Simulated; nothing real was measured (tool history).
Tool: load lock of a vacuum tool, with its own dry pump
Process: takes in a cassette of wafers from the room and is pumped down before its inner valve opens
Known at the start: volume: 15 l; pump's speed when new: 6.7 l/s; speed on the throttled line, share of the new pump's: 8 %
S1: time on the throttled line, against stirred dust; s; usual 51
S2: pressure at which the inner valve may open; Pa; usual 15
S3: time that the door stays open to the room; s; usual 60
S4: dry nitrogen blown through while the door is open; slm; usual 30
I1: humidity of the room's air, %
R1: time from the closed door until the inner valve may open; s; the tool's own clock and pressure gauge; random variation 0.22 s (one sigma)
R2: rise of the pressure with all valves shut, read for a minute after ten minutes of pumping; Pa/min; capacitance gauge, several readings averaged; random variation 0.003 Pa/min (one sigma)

run,day,S1,S2,S3,S4,I1,R1,R2
1,0.000,51,15,60,30,44.3,66.7,0.051
2,2.308,51,12,60,30,47.2,67.0,0.056
3,4.958,51,13,60,30,45.9,67.1,0.051
4,8.004,51,13,60,30,43.1,66.7,0.057
5,11.192,51,13,60,30,48.6,66.7,0.054
6,14.321,51,15,60,30,44.2,66.7,0.056
7,16.896,51,16,60,30,42.5,66.2,0.049
8,19.267,51,15,159,30,46.0,66.8,0.066
9,22.175,51,15,84,30,44.2,66.5,0.061
10,24.262,51,15,84,30,46.1,66.7,0.062
11,26.812,51,15,84,30,46.6,66.4,0.066
12,30.425,51,15,84,30,44.8,66.4,0.063
13,33.158,51,15,60,30,48.0,66.1,0.059
14,34.817,51,15,60,30,44.4,66.5,0.055
15,37.812,51,15,60,30,46.1,66.9,0.053
16,39.658,51,15,60,30,44.0,66.6,0.056
17,42.342,57,29,60,30,42.9,70.3,0.050
18,44.571,51,14,56,30,42.7,66.9,0.047
19,47.546,48,10,56,9,42.3,65.2,0.074
20,50.212,35,15,60,13,43.1,51.9,0.076
21,53.688,35,15,60,13,47.1,51.8,0.078
22,56.912,35,15,60,13,44.8,51.8,0.076
23,58.938,47,13,60,30,46.1,63.2,0.053
24,61.138,47,13,154,4,46.7,63.4,0.134
25,64.204,47,13,87,4,46.9,63.0,0.119
26,66.254,79,15,60,6,44.7,92.3,0.093
27,69.871,79,15,60,6,43.4,92.5,0.089

Run 28 comes next. What will it give?
28,73.308,79,15,221,7,41.0,?,?

{"run 28": {"R1": 92.1, "R2": 0.127}}
Without the tool's hidden state the same run would have given R1 92.1 s, R2 0.127 Pa/min.

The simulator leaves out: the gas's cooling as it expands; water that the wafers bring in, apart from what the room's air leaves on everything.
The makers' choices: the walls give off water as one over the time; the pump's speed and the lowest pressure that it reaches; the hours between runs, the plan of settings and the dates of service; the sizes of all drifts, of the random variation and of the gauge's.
